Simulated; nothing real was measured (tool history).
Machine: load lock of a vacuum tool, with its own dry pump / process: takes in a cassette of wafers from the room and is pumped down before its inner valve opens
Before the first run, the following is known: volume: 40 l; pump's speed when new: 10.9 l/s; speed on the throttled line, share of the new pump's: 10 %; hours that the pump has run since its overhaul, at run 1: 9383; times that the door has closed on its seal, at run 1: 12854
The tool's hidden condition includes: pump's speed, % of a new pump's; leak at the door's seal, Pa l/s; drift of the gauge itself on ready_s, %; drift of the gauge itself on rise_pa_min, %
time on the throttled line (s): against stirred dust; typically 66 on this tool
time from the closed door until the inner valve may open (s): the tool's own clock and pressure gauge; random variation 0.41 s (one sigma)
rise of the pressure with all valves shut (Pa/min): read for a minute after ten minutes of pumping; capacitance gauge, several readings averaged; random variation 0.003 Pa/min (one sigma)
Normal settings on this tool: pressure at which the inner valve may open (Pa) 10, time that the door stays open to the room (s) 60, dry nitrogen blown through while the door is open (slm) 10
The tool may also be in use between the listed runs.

run,hour,time on the throttled line (s),pressure at which the inner valve may open (Pa),time that the door stays open to the room (s),dry nitrogen blown through while the door is open (slm),hours that the pump has run since its overhaul,times that the door has closed on its seal,"incoming humidity of the room's air, %",time from the closed door until the inner valve may open (s),rise of the pressure with all valves shut (Pa/min)
1,0,66,10,60,10,9383,12854,43,96.8,0.084
2,602.6,66,10,60,10,9986,14437,45.1,96,0.093
3,923.6,66,10,60,10,10307,15280,46.6,96.3,0.092
4,1361.7,66,10,60,10,10745,16430,49.2,96.6,0.102
5,1829,66,10,117,10,11212,17657,43,96.3,0.115
6,2172.8,66,13,60,10,11556,18560,42.9,95.9,0.111
7,2565.1,66,13,60,10,11949,19591,46.3,95.9,0.117
8,2842,66,13,60,10,12225,20318,46,96.4,0.119
9,3095.7,42,10,60,10,12479,20984,43.5,75.9,0.125
10,3616.3,42,10,60,10,13000,22351,45,76.2,0.135
11,4000.2,42,10,60,10,13384,23359,42.6,76.5,0.138
12,4528.5,66,10,60,10,13912,24747,48.7,98.4,0.142
13,4939.2,66,10,60,10,14323,25825,44.9,98.6,0.148
14,5495.2,66,10,60,10,14879,27286,44.8,98.1,0.17
15,5826.1,66,19,60,10,15210,28155,45.8,95.9,0.167
16,6255.3,66,19,60,10,15639,29282,45.3,95.6,0.167
# hour 6484.1: dry pump taken out, an overhauled one fitted
17,6869.1,66,19,60,10,385,30878,39.8,91.2,0.181
18,7219.5,66,19,60,10,735,31798,45.8,91.4,0.194
19,7621.4,66,19,60,10,1137,32854,43.9,91.6,0.197
20,7911.8,72,19,60,6,1428,33616,46.8,97.2,0.211
21,8426.7,66,13,60,5,1943,34969,46.4,92.6,0.222
22,8677.1,66,13,60,5,2193,35626,46.5,93.7,0.232
23,9285.5,124,10,60,10,2801,37224,43.6,145.6,0.231
24,9714.9,124,10,60,10,3231,38352,45.5,146.7,0.248
25,10278.5,66,10,43,16,3794,39832,45.8,95,0.247
26,10780,66,10,43,16,4296,41149,46.4,95.1,0.262
27,11393.2,66,19,211,16,4909,42759,50,92,0.288
28,11770.4,66,19,211,16,5286,43750,43.2,92.6,0.291
29,12029.2,121,14,211,16,5545,44430,44.3,142.6,0.297
30,12306.8,121,19,159,16,5823,45159,44.5,142.3,0.31
31,12783.9,66,8,87,10,6300,46412,40.9,97,0.32
32,13032.1,69,14,148,19,6548,47063,45.2,96.8,0.323
33,13406.8,69,10,60,20,6923,48048,42.8,97.6,0.325
34,13807.2,69,10,60,14,7323,49099,42.3,98.6,0.34
# hour 14139.3: door's seal changed, seat wiped
35,14335.7,69,10,60,14,7850,516,47.5,98.5,0.034

A few steps of time from the closed door until the inner valve may open (s) between consecutive runs. Split each: what settings, incoming material and random variation would produce without the hidden state, and what is left over for the hidden state, along with gauge scatter present in only one of the two compared results (measured, and without hidden state):
Run 8 -> 9: time on the throttled line (s) 66 -> 42, pressure at which the inner valve may open (Pa) 13 -> 10. time from the closed door until the inner valve may open (s) -20.5: hidden state +0.6, all else -21.1.
Run 16 -> 17: dry pump taken out, an overhauled one fitted. time from the closed door until the inner valve may open (s) -4.4: hidden state -4.6, all else +0.2.
Run 22 -> 23: time on the throttled line (s) 66 -> 124, pressure at which the inner valve may open (Pa) 13 -> 10, dry nitrogen blown through while the door is open (slm) 5 -> 10. time from the closed door until the inner valve may open (s) +51.9: hidden state +0.1, all else +51.8.
Run 24 -> 25: time on the throttled line (s) 124 -> 66, time that the door stays open to the room (s) 60 -> 43, dry nitrogen blown through while the door is open (slm) 10 -> 16. time from the closed door until the inner valve may open (s) -51.7: hidden state +0.4, all else -52.1.
Run 28 -> 29: time on the throttled line (s) 66 -> 121, pressure at which the inner valve may open (Pa) 19 -> 14. time from the closed door until the inner valve may open (s) +50: hidden state -0.2, all else +50.2.
Run 30 -> 31: time on the throttled line (s) 121 -> 66, pressure at which the inner valve may open (Pa) 19 -> 8, time that the door stays open to the room (s) 159 -> 87, dry nitrogen blown through while the door is open (slm) 16 -> 10. time from the closed door until the inner valve may open (s) -45.3: hidden state +0.7, all else -46.
